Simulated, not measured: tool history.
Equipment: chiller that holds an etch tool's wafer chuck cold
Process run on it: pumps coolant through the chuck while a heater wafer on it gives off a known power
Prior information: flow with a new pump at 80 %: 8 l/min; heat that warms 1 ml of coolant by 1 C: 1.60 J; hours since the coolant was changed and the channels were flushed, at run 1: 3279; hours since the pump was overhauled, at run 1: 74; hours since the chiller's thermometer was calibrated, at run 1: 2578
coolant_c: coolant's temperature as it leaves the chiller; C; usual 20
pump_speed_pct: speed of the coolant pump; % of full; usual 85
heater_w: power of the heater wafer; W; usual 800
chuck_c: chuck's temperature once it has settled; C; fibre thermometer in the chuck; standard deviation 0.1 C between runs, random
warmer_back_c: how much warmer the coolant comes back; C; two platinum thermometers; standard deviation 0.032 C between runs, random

run,hour,coolant_c,pump_speed_pct,heater_w,hours since the coolant was changed and the channels were flushed,hours since the pump was overhauled,hours since the chiller's thermometer was calibrated,chuck_c,warmer_back_c
1,0,20,85,800,3279,74,2578,28.2,3.52
2,58.1,20,85,800,3337,132,2636,28.2,3.54
3,125.2,20,85,800,3404,199,2703,28,3.51
4,167,20,85,800,3446,241,2745,28.3,3.49
5,223.9,20,85,800,3503,297,2802,28.4,3.54
6,267.3,20,85,800,3546,341,2845,28.2,3.54
7,306.9,20,85,800,3586,380,2885,28.3,3.51
8,350.7,20,85,800,3630,424,2929,28.3,3.48
9,383.9,20,85,800,3663,457,2962,28.3,3.53
10,425.7,20,85,800,3705,499,3004,28.4,3.48
11,481.9,20,85,800,3761,555,3060,28.3,3.49
12,542.6,28,85,800,3822,616,3120,36.1,3.48
13,591.5,14,85,800,3871,665,3169,22.4,3.57
14,643.4,20,67,657,3923,717,3221,28.5,3.63
15,714.7,14,96,687,3994,788,3293,20.4,2.67
16,761.6,11,60,814,4041,835,3339,22.5,5.14
17,809,11,60,814,4088,883,3387,22.7,5.18
18,850.3,11,60,814,4129,924,3428,22.7,5.14
19,885.3,11,60,814,4164,959,3463,22.5,5.19
20,937.9,28,79,498,4217,1011,3516,33.4,2.31
21,979.8,28,79,498,4259,1053,3558,33.6,2.35
22,1009.9,25,95,794,4289,1083,3588,32.4,3.12
23,1074.3,17,65,794,4353,1148,3652,27.6,4.58
24,1126.9,17,65,794,4406,1200,3705,27.4,4.59
25,1191.5,16,60,470,4471,1265,3769,22.8,2.98
# hour 1233: chiller's thermometer calibrated
26,1234.2,10,65,424,4512,1307,1,15.7,2.48

Predict each of these 4 candidate next runs independently; none follows another, all start after run 26:
A,1285.9,11,88,1082,4564,1358,53,?,?
B,1285.9,22,85,800,4564,1358,53,?,?
C,1285.9,11,64,929,4564,1358,53,?,?
D,1285.9,10,62,424,4564,1358,53,?,?

run,chuck_c,warmer_back_c
A,21.9,4.6
B,30.1,3.55
C,23.5,5.48
D,16,2.58
Take away the tool's hidden state, keep each run's random variation, and the runs would have read:
run,chuck_c,warmer_back_c
A,21.9,4.6
B,30.1,3.55
C,23.5,5.48
D,16,2.58
